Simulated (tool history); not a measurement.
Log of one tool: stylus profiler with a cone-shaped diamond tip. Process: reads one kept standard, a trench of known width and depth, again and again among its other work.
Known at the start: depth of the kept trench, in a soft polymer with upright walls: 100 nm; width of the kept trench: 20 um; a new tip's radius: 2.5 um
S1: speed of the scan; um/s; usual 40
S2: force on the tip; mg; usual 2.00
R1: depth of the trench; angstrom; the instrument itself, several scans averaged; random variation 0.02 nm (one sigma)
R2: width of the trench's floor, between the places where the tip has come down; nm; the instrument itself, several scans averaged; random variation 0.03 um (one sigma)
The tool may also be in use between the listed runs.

run	day	S1	S2	R1	R2
1	0.000	40	2.00	1016.0	17860
2	1.946	40	2.00	1016.0	17780
3	3.550	40	2.00	1016.0	17790
# day 4.479: new tip fitted, height scale calibrated
4	5.596	39	2.00	1013.1	18400
5	7.383	39	2.00	1013.4	18400
6	8.646	39	2.00	1013.2	18360
7	10.192	40	2.00	1013.6	18370
8	11.733	109	2.00	1013.6	18160
9	13.029	109	2.00	1013.7	18110
10	15.096	109	2.00	1013.5	18120
11	17.296	40	2.00	1013.5	18410
12	18.688	40	2.00	1013.4	18360
13	20.767	40	2.00	1013.7	18330
14	22.679	40	2.00	1014.0	18300
15	24.804	40	5.62	1026.5	18340
16	26.525	40	2.00	1013.8	18240
17	27.596	40	2.00	1014.4	18270
18	29.454	20	0.74	1007.3	18300
19	31.412	20	0.74	1007.8	18290
20	33.250	38	4.67	1023.6	18260
21	34.638	99	1.23	1010.4	17920
22	35.575	36	1.70	1012.8	18230
23	36.471	13	2.39	1015.6	18300
24	38.258	47	0.68	1008.1	18010
25	39.558	142	5.64	1027.1	17990
26	40.996	12	2.00	1014.2	18240
27	43.062	12	2.00	1015.0	18280
28	44.892	19	1.53	1012.1	18210
29	47.083	55	5.73	1027.3	18170
30	48.504	132	1.69	1013.2	17750
31	50.283	79	1.12	1010.4	17930

Forecast each of these 3 alternatives for the next run:
A	51.692	79	1.39	?	?
B	51.692	30	3.27	?	?
C	51.692	79	3.86	?	?

run	R1	R2
A	1011.8	17900
B	1019.2	18200
C	1021.6	18020
Without the tool's hidden state the same runs would have given:
run	R1	R2
A	1009.9	18240
B	1017.3	18540
C	1019.7	18360

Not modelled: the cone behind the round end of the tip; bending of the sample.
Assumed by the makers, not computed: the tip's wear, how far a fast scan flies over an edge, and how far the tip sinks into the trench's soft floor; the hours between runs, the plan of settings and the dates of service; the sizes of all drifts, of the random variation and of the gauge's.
